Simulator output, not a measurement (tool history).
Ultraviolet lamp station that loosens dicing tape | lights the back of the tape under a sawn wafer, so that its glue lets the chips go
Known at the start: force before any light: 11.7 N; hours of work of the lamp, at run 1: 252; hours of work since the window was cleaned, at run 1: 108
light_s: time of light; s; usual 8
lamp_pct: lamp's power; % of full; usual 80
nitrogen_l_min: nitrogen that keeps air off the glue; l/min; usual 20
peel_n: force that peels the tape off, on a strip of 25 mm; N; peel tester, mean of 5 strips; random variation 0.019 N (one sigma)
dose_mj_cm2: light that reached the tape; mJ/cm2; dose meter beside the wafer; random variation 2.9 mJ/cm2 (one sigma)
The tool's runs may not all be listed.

| run | day | light_s | lamp_pct | nitrogen_l_min | hours of work of the lamp | hours of work since the window was cleaned | peel_n | dose_mj_cm2 |
|---|---|---|---|---|---|---|---|---|
| 1 | 0.000 | 8 | 80 | 20 | 252 | 108 | 1.103 | 377 |
| 2 | 0.217 | 6 | 80 | 20 | 256 | 112 | 1.926 | 289 |
| 3 | 0.612 | 6 | 80 | 20 | 263 | 119 | 1.969 | 280 |
| 4 | 1.008 | 6 | 80 | 20 | 269 | 126 | 1.908 | 284 |
| 5 | 1.371 | 8 | 78 | 20 | 276 | 132 | 1.152 | 366 |
| 6 | 1.800 | 8 | 78 | 20 | 283 | 139 | 1.220 | 366 |
| 7 | 2.012 | 8 | 78 | 20 | 287 | 143 | 1.212 | 368 |
| 8 | 2.342 | 8 | 78 | 20 | 292 | 148 | 1.169 | 363 |
| 9 | 2.554 | 8 | 86 | 20 | 296 | 152 | 0.940 | 407 |
| 10 | 2.825 | 8 | 74 | 20 | 300 | 157 | 1.313 | 352 |
| 11 | 3.183 | 8 | 74 | 20 | 307 | 163 | 1.357 | 350 |
| 12 | 3.362 | 6 | 80 | 20 | 310 | 166 | 1.999 | 275 |
| 13 | 3.617 | 8 | 80 | 20 | 314 | 170 | 1.156 | 378 |
| 14 | 3.946 | 13 | 80 | 20 | 320 | 176 | 0.319 | 608 |
| 15 | 4.279 | 13 | 80 | 20 | 325 | 181 | 0.325 | 613 |
| 16 | 4.671 | 8 | 80 | 32 | 332 | 188 | 0.860 | 371 |
| 17 | 5.100 | 8 | 80 | 32 | 339 | 196 | 0.868 | 373 |
| 18 | 5.338 | 8 | 80 | 32 | 343 | 200 | 0.893 | 371 |
| 19 | 5.767 | 8 | 80 | 32 | 351 | 207 | 0.887 | 372 |
| 20 | 6.062 | 8 | 74 | 20 | 356 | 212 | 1.381 | 342 |
| 21 | 6.375 | 8 | 80 | 20 | 361 | 217 | 1.199 | 369 |
| 22 | 6.738 | 8 | 66 | 8 | 367 | 224 | 2.840 | 306 |
|  | 6.792 | window cleaned of glue's vapour |
| 23 | 7.100 | 8 | 86 | 35 | 373 | 5 | 0.718 | 387 |
| 24 | 7.421 | 11 | 88 | 20 | 379 | 11 | 0.439 | 552 |
| 25 | 7.792 | 11 | 88 | 10 | 385 | 17 | 0.787 | 546 |
| 26 | 8.175 | 11 | 61 | 17 | 392 | 24 | 1.214 | 378 |
| 27 | 8.596 | 8 | 98 | 20 | 399 | 31 | 0.795 | 440 |
| 28 | 8.904 | 4 | 80 | 8 | 404 | 36 | 4.853 | 182 |
| 29 | 9.283 | 4 | 80 | 8 | 410 | 43 | 5.143 | 182 |
|  | 9.342 | window cleaned of glue's vapour, once more |
| 30 | 9.608 | 4 | 80 | 8 | 416 | 5 | 4.805 | 183 |
| 31 | 9.979 | 11 | 91 | 30 | 422 | 11 | 0.260 | 588 |
| 32 | 10.329 | 11 | 91 | 30 | 428 | 17 | 0.256 | 585 |
| 33 | 10.683 | 8 | 91 | 33 | 434 | 23 | 0.625 | 424 |
| 34 | 11.088 | 8 | 91 | 33 | 441 | 30 | 0.591 | 425 |
| 35 | 11.350 | 10 | 84 | 20 | 445 | 34 | 0.601 | 485 |
| 36 | 11.608 | 10 | 84 | 17 | 450 | 39 | 0.676 | 485 |
| 37 | 11.896 | 6 | 80 | 29 | 455 | 44 | 1.736 | 279 |
| 38 | 12.258 | 10 | 73 | 11 | 461 | 50 | 1.346 | 418 |
| 39 | 12.458 | 10 | 73 | 11 | 464 | 53 | 1.304 | 418 |
| 40 | 12.721 | 8 | 93 | 20 | 469 | 58 | 0.826 | 430 |
| 41 | 13.038 | 6 | 96 | 20 | 474 | 63 | 1.466 | 329 |
| 42 | 13.283 | 6 | 86 | 6 | 479 | 67 | 3.320 | 301 |

4 ways to go on from here, each from the tool as it stands after run 42. What would each give?
| A | 13.592 | 9 | 89 | 23 | 484 | 73 | ? | ? |
| B | 13.592 | 10 | 86 | 6 | 484 | 73 | ? | ? |
| C | 13.592 | 8 | 80 | 20 | 484 | 73 | ? | ? |
| D | 13.592 | 8 | 72 | 20 | 484 | 73 | ? | ? |

| run | peel_n | dose_mj_cm2 |
|---|---|---|
| A | 0.635 | 456 |
| B | 1.373 | 499 |
| C | 1.134 | 368 |
| D | 1.411 | 331 |
Without the tool's hidden state the same runs would have given:
| run | peel_n | dose_mj_cm2 |
|---|---|---|
| A | 0.469 | 510 |
| B | 1.085 | 558 |
| C | 0.877 | 412 |
| D | 1.117 | 370 |

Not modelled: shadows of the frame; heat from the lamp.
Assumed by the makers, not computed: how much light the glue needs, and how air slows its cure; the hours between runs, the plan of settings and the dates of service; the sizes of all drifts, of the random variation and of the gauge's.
